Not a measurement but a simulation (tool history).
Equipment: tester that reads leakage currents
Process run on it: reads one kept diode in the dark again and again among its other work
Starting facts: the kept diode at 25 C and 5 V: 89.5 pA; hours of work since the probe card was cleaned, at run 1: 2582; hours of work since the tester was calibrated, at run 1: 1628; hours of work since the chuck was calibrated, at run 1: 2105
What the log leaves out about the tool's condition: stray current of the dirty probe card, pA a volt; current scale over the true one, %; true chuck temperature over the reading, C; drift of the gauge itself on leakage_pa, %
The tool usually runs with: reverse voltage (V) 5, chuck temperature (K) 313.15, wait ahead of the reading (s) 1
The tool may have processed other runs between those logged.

run,hour,reverse voltage (V),chuck temperature (K),wait ahead of the reading (s),hours of work since the probe card was cleaned,hours of work since the tester was calibrated,hours of work since the chuck was calibrated,current that the tester gives (pA)
1,0,5,313.15,1,2582,1628,2105,230.22
# hour 108.8: chuck's temperature calibrated
2,125.3,5,313.15,7.05,2633,1679,7,215.99
3,330.9,5,313.15,7.05,2717,1763,91,215.41
4,527.4,5,313.15,7.05,2798,1844,172,214.3
5,624.2,5,313.15,7.05,2837,1883,211,213.84
6,821.7,5,313.15,7.05,2918,1964,293,212.95
7,958.2,18.65,313.15,1,2974,2020,349,464.5
8,1070.9,18.65,313.15,1,3021,2067,395,461.18
9,1229.7,18.91,313.15,1,3086,2132,460,462.86
# hour 1309.2: chuck's temperature calibrated, once more
10,1364.2,18.91,313.15,1,3140,2186,23,584.01
11,1529.3,18.91,313.15,1,3208,2254,90,582.65
12,1669.2,18.91,313.15,1,3265,2311,148,584.3
13,1821.9,18.91,313.15,4.09,3328,2374,210,577.4
14,1980.1,5,313.15,1,3393,2439,275,264.53
15,2108.4,5,299.15,1,3445,2491,328,105.77
16,2319.2,5,313.15,1,3532,2578,414,264.05
17,2483.6,5,326.15,1,3599,2645,482,592.9
18,2602.6,5,313.15,1,3648,2694,531,261.36
19,2816.8,5,313.15,1,3736,2782,619,260.04
20,3021.2,5,313.15,1,3820,2866,702,260.52
# hour 3059.8: probe card cleaned and baked
21,3146,8.86,294.15,5.56,35,2916,752,87.64
22,3340.8,8.86,294.15,5.56,115,2996,832,87.01
23,3453.5,8.86,294.15,5.56,162,3042,879,87.36
24,3606.7,8.86,294.15,5.56,224,3105,941,87.27
25,3812.6,8.86,299.15,8.71,309,3189,1026,125.04
26,3910.3,8.86,299.15,8.71,349,3230,1066,125.07
27,4097.6,5,313.15,2.25,426,3306,1143,239.83
28,4310.2,5,313.15,2.25,513,3394,1230,238.99
29,4434.1,3.24,316.15,1,564,3444,1281,227.74
30,4585.3,18.21,310.15,0.65,626,3506,1343,403.98
31,4780,5,298.15,1,706,3586,1423,83.02
32,4978.8,5,298.15,1,787,3668,1504,82.85
33,5105.9,5,298.15,1,839,3720,1557,82.19
34,5254.9,5,313.15,0.61,901,3781,1618,232.85
35,5354,5,313.15,0.61,941,3822,1658,233
36,5532.7,5,313.15,0.61,1015,3895,1732,231.71
37,5666,1.66,313.15,0.54,1069,3950,1786,124.31
38,5828.6,12.33,313.15,1.01,1136,4017,1853,384
39,6026,1.22,303.15,0.55,1217,4098,1934,51.62

Alternative continuations, all from the tool just after run 39; predict every row:
A,6114.2,1.22,328.15,1.28,1253,4134,1970,?
B,6114.2,2.45,313.15,6.33,1253,4134,1970,?
C,6114.2,5.07,302.15,1.54,1253,4134,1970,?

run,current that the tester gives (pA)
A,268.92
B,151.56
C,108.37
With no hidden state in the tool, these same runs would have given:
run,current that the tester gives (pA)
A,304.14
B,172.12
C,121.36
